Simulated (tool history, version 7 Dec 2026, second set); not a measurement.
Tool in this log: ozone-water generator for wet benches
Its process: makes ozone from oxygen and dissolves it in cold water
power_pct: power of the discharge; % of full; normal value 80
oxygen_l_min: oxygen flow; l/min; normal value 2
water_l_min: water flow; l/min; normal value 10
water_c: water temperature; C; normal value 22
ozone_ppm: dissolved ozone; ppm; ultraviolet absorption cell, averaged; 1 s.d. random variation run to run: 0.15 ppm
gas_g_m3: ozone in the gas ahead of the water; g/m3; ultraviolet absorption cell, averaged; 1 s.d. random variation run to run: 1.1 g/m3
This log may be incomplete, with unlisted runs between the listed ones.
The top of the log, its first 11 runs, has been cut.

run	hour	power_pct	oxygen_l_min	water_l_min	water_c	hours of work since the electrodes were changed	hours of work since the contactor was cleaned	hours of work since the thermometer was calibrated	ozone_ppm	gas_g_m3
12	922	80	1.25	10	22	1078	3154	2271	16.8	240.9
13	1002.2	80	2	10	19	1158	3234	2351	17.9	186.2
14	1102.1	80	2	10	19	1257	3333	2450	18	184.1
15	1152.9	80	2.76	10	19	1308	3384	2500	17.8	154.4
# hour 1213.9: contactor cleaned
16	1261.4	80	2	10	22	1412	47	2604	17.4	186.3
17	1352.8	80	2	10	22	1502	138	2695	17.5	183.6
18	1440.5	80	2	10	22	1589	225	2782	17.4	182.9
19	1534.8	80	2	10	22	1683	319	2876	17.3	186
20	1631.1	41	2	6	22	1779	414	2972	13.8	101.3
21	1690.5	45	2	6	19	1838	474	3031	15.5	110.5
22	1788.7	45	2.58	6	19	1935	571	3128	15.3	95.4
23	1843.4	45	2.58	6	19	1990	625	3182	15.2	95.9
24	1953.1	45	2.58	6	19	2099	734	3291	15	95.9
25	2060.7	45	2.58	6	19	2206	841	3398	15.1	94.8
26	2148.6	45	1.59	6	19	2293	929	3486	15.7	126.1
27	2233.9	61	1.59	9	19	2378	1013	3570	15.2	164
28	2279.4	59	1.59	8	19	2423	1059	3616	16.2	158.2
29	2374.4	69	1.76	8	27	2517	1153	3710	16.4	171.1
30	2432.8	69	1.76	8	27	2575	1211	3768	16.5	172.4
31	2503.8	59	1.47	7	15	2646	1281	3839	18.7	166
# hour 2515.1: water thermometer calibrated
32	2569.2	73	2.77	14	30	2710	1346	54	10.6	138.2
33	2648.6	63	2	9	22	2789	1425	133	14.7	146.9
34	2729.2	63	1.72	9	22	2869	1505	213	15	161.9

Here are 3 independent what-if runs from the current tool condition. What would each one return?
A	2832.1	63	1.72	9	14	2971	1607	315	?	?
B	2832.1	63	1.72	9	22	2971	1607	315	?	?
C	2832.1	63	1.21	9	22	2971	1607	315	?	?

run	ozone_ppm	gas_g_m3
A	16.2	159.5
B	15	160.5
C	14.8	196.3
Take away the tool's hidden state, keep each run's random variation, and the runs would have read:
run	ozone_ppm	gas_g_m3
A	17	166
B	15.8	166.9
C	15.5	204.1
